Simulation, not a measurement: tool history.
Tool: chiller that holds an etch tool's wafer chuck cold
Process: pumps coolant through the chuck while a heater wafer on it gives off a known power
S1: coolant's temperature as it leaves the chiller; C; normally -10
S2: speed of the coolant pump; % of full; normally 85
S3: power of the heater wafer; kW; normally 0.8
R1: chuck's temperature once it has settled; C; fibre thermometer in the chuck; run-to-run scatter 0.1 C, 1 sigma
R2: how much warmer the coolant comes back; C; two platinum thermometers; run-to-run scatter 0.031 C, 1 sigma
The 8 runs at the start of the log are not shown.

Run 9, hour 220.3: usual settings. Result: R1 -2.6 C, R2 2.29 C.
Run 10, hour 254.8: usual settings. Result: R1 -2.5 C, R2 2.26 C.
Run 11, hour 281.1: usual settings. Result: R1 -2.3 C, R2 2.27 C.
Run 12, hour 313.2: usual settings but S3 1.087 kW. Result: R1 0.2 C, R2 3.12 C.
Run 13, hour 336.9: usual settings but S1 -19 C. Result: R1 -11.3 C, R2 2.24 C.
Run 14, hour 352.8: usual settings but S1 -6 C. Result: R1 1.6 C, R2 2.27 C.
Run 15, hour 380.9: usual settings but S3 0.454 kW. Result: R1 -5.6 C, R2 1.34 C.
Run 16, hour 412.2: usual settings but S3 0.454 kW. Result: R1 -5.8 C, R2 1.29 C.
Run 17, hour 432.2: usual settings but S3 0.454 kW. Result: R1 -5.7 C, R2 1.27 C.
Run 18, hour 467.6: usual settings but S3 0.454 kW. Result: R1 -5.7 C, R2 1.23 C.
Run 19, hour 489.1: usual settings but S3 0.454 kW. Result: R1 -5.6 C, R2 1.35 C.
Run 20, hour 510.6: usual settings but S2 77 % of full, S3 0.789 kW. Result: R1 -1.9 C, R2 2.5 C.
Run 21, hour 529.3: usual settings but S2 91 % of full, S3 0.653 kW. Result: R1 -4.2 C, R2 1.72 C.
Run 22, hour 557.9: usual settings but S2 91 % of full, S3 0.653 kW. Result: R1 -4.3 C, R2 1.77 C.
Run 23, hour 581.5: usual settings but S1 -14 C, S2 64 % of full, S3 0.707 kW. Result: R1 -5.6 C, R2 2.74 C.
Run 24, hour 599.2: usual settings but S1 -19 C, S2 73 % of full. Result: R1 -10.5 C, R2 2.7 C.
Run 25, hour 632.8: usual settings but S1 -6 C, S2 98 % of full, S3 0.838 kW. Result: R1 1.1 C, R2 2 C.
Run 26, hour 665.6: usual settings but S1 -6 C, S2 83 % of full, S3 0.838 kW. Result: R1 2.1 C, R2 2.43 C.
Run 27, hour 687.2: usual settings but S1 -6 C, S2 83 % of full, S3 0.838 kW. Result: R1 2 C, R2 2.52 C.
Run 28, hour 721.2: usual settings but S1 -12 C, S2 77 % of full, S3 1.024 kW. Result: R1 -1.5 C, R2 3.27 C.
Run 29, hour 745.2: usual settings but S1 -12 C, S2 77 % of full, S3 1.024 kW. Result: R1 -1.5 C, R2 3.27 C.
Run 30, hour 777: usual settings but S1 -6 C, S3 0.472 kW. Result: R1 -1.4 C, R2 1.36 C.
Run 31, hour 812.7: usual settings but S1 -15 C, S3 1.053 kW. Result: R1 -4.9 C, R2 3.02 C.

5 ways to go on from here, each from the tool as it stands after run 31. What would each give?
Run A, hour 844.9: usual settings but S1 -15 C, S3 0.841 kW. Result: R1 ?, R2 ?.
Run B, hour 844.9: usual settings but S1 -14 C, S2 83 % of full, S3 0.525 kW. Result: R1 ?, R2 ?.
Run C, hour 844.9: usual settings but S1 -15 C, S2 61 % of full, S3 1.053 kW. Result: R1 ?, R2 ?.
Run D, hour 844.9: usual settings but S1 -16 C, S2 73 % of full, S3 0.455 kW. Result: R1 ?, R2 ?.
Run E, hour 844.9: usual settings but S1 -5 C, S3 1.053 kW. Result: R1 ?, R2 ?.

run     R1    R2
  A   -7.1  2.39
  B   -8.9  1.53
  C   -2.4  4.26
  D  -11.2  1.48
  E    4.9  2.98
Without the tool's hidden state the same runs would have given:
run     R1    R2
  A   -7.2  2.39
  B   -8.9  1.53
  C   -2.4  4.25
  D  -11.2  1.48
  E    4.9  2.98

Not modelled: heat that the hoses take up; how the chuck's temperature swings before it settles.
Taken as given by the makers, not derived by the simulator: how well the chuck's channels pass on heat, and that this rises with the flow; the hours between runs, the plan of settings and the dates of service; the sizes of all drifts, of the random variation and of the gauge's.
